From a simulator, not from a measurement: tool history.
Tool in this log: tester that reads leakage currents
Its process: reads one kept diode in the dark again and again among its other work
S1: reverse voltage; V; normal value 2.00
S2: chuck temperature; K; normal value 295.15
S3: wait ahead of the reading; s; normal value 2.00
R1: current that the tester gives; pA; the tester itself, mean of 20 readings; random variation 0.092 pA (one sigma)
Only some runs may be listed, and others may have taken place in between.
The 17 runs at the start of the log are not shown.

run    hour     S1      S2    S3      R1
 18  1679.7   2.00  295.15  2.00   24.91
 19  1755.7   2.00  313.15  2.00   98.34
 20  1829.9   2.00  295.15  0.65   24.81
 21  1927.4   2.00  295.15  0.65   24.81
     1939.1  -- probe card cleaned and baked
 22  2032.1   2.00  308.15  2.00   67.95
 23  2101.4   2.00  300.15  0.33   37.30
 24  2187.7   2.00  300.15  0.49   37.06
 25  2283.0   1.09  311.15  7.57   63.64
 26  2396.2   7.30  311.15  2.73  157.47
 27  2471.1   1.06  324.15  2.73  156.63
 28  2599.6  11.02  317.15  0.31  294.59
     2646.1  -- chuck's temperature calibrated
 29  2682.9  11.02  317.15  0.31  317.04
     2723.9  -- probe card cleaned and baked, once more
 30  2758.9   1.97  323.15  0.76  210.36
 31  2884.4   2.70  295.15  5.49   29.35
 32  2982.5  15.88  303.15  1.63  129.03
 33  3040.6   3.69  306.15  2.00   80.93
 34  3154.2   3.69  306.15  1.75   80.62
 35  3265.8   6.38  295.15  2.00   43.93
 36  3320.6   6.38  295.15  2.00   44.08
 37  3391.0   1.38  301.15  0.30   34.72
 38  3443.5   2.00  299.15  2.00   35.00
 39  3547.6   2.00  299.15  2.00   34.99
 40  3638.8   2.47  319.15  2.00  173.19

4 ways to go on from here, each from the tool as it stands after run 40. What would each give?
  A  3729.0   2.47  305.15  2.00   ?
  B  3729.0  19.96  296.15  9.03   ?
  C  3729.0  11.53  319.15  2.00   ?
  D  3729.0   1.22  329.15  1.41   ?

run      R1
  A   61.50
  B   82.75
  C  355.95
  D  245.99
Had the tool no hidden state, the same runs would have come out as:
run      R1
  A   62.54
  B   81.64
  C  361.34
  D  250.32

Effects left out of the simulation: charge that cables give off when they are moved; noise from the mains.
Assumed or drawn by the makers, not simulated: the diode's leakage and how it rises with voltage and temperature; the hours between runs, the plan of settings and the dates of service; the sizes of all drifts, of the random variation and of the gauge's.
